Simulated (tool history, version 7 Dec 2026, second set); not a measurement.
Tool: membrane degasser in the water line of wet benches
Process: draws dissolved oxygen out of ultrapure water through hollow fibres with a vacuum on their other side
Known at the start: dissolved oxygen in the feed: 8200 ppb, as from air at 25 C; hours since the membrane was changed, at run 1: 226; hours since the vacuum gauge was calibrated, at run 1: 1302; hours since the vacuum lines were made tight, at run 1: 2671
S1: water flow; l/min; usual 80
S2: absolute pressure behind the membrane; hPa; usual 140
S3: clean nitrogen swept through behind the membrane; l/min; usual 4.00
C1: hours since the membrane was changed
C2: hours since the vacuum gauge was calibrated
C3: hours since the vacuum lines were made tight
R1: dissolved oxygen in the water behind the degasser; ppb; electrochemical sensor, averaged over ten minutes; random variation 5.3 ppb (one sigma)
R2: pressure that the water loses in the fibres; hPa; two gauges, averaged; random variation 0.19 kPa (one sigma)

run,day,S1,S2,S3,C1,C2,C3,R1,R2
1,0.000,80,140,4.00,226,1302,2671,525.5,392.7
2,1.679,80,140,4.00,266,1342,2712,522.3,392.0
3,2.783,80,140,4.00,293,1369,2738,531.5,391.7
4,4.317,80,140,4.40,330,1406,2775,488.4,392.9
5,6.129,86,140,4.40,373,1449,2818,531.7,424.5
6,7.312,86,140,4.40,402,1478,2847,530.4,418.0
7,9.042,86,140,4.40,443,1519,2888,532.1,424.9
8,10.825,94,140,4.40,486,1562,2931,577.5,462.7
9,11.979,80,140,4.00,514,1589,2959,526.4,394.2
10,13.300,80,140,4.00,545,1621,2991,525.2,394.6
11,15.062,80,104,4.00,588,1663,3033,376.0,397.7
12,17.021,80,140,4.00,635,1711,3080,532.1,392.5
13,18.642,80,140,4.00,673,1749,3119,541.8,393.2
14,20.212,80,140,4.00,711,1787,3156,528.6,391.4
15,21.142,80,140,4.00,734,1809,3179,535.0,393.2
16,22.125,80,140,4.00,757,1833,3202,530.2,395.9
17,23.717,50,114,4.00,795,1871,3241,256.0,246.6
18,24.550,57,117,2.32,815,1891,3261,470.2,279.4
# day 24.717: vacuum gauge calibrated
19,25.562,57,117,2.32,839,20,3284,466.9,279.7
20,26.842,80,214,6.29,870,51,3315,570.7,393.2
21,27.958,61,147,4.22,897,78,3342,410.0,296.7
22,28.933,118,140,5.07,920,101,3365,676.3,582.0
23,30.204,118,140,5.07,951,132,3396,672.2,579.9
24,31.283,118,267,2.44,976,158,3422,1946.3,579.9
25,33.079,118,267,3.59,1020,201,3465,1503.6,579.1
26,34.504,52,140,4.00,1054,235,3499,344.1,258.3
# day 35.675: vacuum gauge calibrated, once more
27,35.833,52,140,4.00,1085,4,3530,341.4,255.9

The next listed run, before its measurement:
28,37.312,95,140,4.63,1121,39,3566,?,?

{"run 28": {"R1": 575.6, "R2": 465.8}}
Without the tool's hidden state the same run would have given R1 572.9 ppb, R2 463.4 hPa.

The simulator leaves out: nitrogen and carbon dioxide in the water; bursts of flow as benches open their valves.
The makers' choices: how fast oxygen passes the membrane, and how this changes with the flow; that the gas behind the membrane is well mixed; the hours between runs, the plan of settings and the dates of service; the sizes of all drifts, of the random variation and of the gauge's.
